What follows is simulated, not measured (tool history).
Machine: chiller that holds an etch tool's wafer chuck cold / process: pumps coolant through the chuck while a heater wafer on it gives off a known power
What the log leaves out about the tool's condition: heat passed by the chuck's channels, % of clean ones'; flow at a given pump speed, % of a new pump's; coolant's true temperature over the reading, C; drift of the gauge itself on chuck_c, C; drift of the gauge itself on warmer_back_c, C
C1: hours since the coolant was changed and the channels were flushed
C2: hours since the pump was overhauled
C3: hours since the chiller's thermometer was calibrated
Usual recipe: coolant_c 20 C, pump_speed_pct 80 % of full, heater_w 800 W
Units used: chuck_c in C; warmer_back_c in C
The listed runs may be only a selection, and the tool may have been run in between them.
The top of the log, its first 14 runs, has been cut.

run 15 hour=2121.5 | coolant_c=23 pump_speed_pct=80 heater_w=800 | C1=1803 C2=3748 C3=1730 | chuck_c=29.3 warmer_back_c=3.68
run 16 hour=2254.8 | coolant_c=23 pump_speed_pct=80 heater_w=800 | C1=1936 C2=3881 C3=1864 | chuck_c=29.3 warmer_back_c=3.67
-- hour=2408.7 chiller's thermometer calibrated
run 17 hour=2444.9 | coolant_c=23 pump_speed_pct=91 heater_w=554 | C1=2125 C2=4070 C3=36 | chuck_c=27.2 warmer_back_c=2.28
run 18 hour=2554.2 | coolant_c=14 pump_speed_pct=71 heater_w=615 | C1=2234 C2=4179 C3=146 | chuck_c=19.4 warmer_back_c=3.17
run 19 hour=2678.0 | coolant_c=14 pump_speed_pct=71 heater_w=615 | C1=2358 C2=4303 C3=269 | chuck_c=19.5 warmer_back_c=3.24
run 20 hour=2768.3 | coolant_c=13 pump_speed_pct=65 heater_w=723 | C1=2448 C2=4394 C3=360 | chuck_c=19.9 warmer_back_c=4.12
-- hour=2783.8 coolant pump overhauled
run 21 hour=2917.6 | coolant_c=25 pump_speed_pct=68 heater_w=579 | C1=2593 C2=134 C3=504 | chuck_c=30.3 warmer_back_c=3.26
run 22 hour=3093.3 | coolant_c=25 pump_speed_pct=68 heater_w=579 | C1=2768 C2=309 C3=680 | chuck_c=30.6 warmer_back_c=3.25
run 23 hour=3297.4 | coolant_c=14 pump_speed_pct=80 heater_w=800 | C1=2972 C2=514 C3=884 | chuck_c=20.6 warmer_back_c=3.86
run 24 hour=3444.2 | coolant_c=17 pump_speed_pct=79 heater_w=976 | C1=3119 C2=660 C3=1030 | chuck_c=25.3 warmer_back_c=4.81
-- hour=3595.8 coolant pump overhauled, once more
run 25 hour=3601.1 | coolant_c=12 pump_speed_pct=85 heater_w=666 | C1=3271 C2=5 C3=1182 | chuck_c=17.0 warmer_back_c=2.70
run 26 hour=3698.5 | coolant_c=12 pump_speed_pct=85 heater_w=666 | C1=3369 C2=103 C3=1280 | chuck_c=16.8 warmer_back_c=2.75
run 27 hour=3906.1 | coolant_c=12 pump_speed_pct=85 heater_w=666 | C1=3576 C2=310 C3=1487 | chuck_c=16.9 warmer_back_c=2.73
run 28 hour=4115.1 | coolant_c=12 pump_speed_pct=85 heater_w=666 | C1=3785 C2=519 C3=1696 | chuck_c=16.9 warmer_back_c=2.75
run 29 hour=4251.5 | coolant_c=12 pump_speed_pct=85 heater_w=666 | C1=3922 C2=656 C3=1833 | chuck_c=16.9 warmer_back_c=2.77

What will run 30 give?
run 30 hour=4352.5 | coolant_c=12 pump_speed_pct=82 heater_w=1051 | C1=4023 C2=757 C3=1934 | chuck_c=? warmer_back_c=?

Run 30 came out at chuck_c 20.0 C, warmer_back_c 4.51 C.
Minus the tool's unlogged condition, the same run would have read chuck_c 19.8 C, warmer_back_c 4.45 C.

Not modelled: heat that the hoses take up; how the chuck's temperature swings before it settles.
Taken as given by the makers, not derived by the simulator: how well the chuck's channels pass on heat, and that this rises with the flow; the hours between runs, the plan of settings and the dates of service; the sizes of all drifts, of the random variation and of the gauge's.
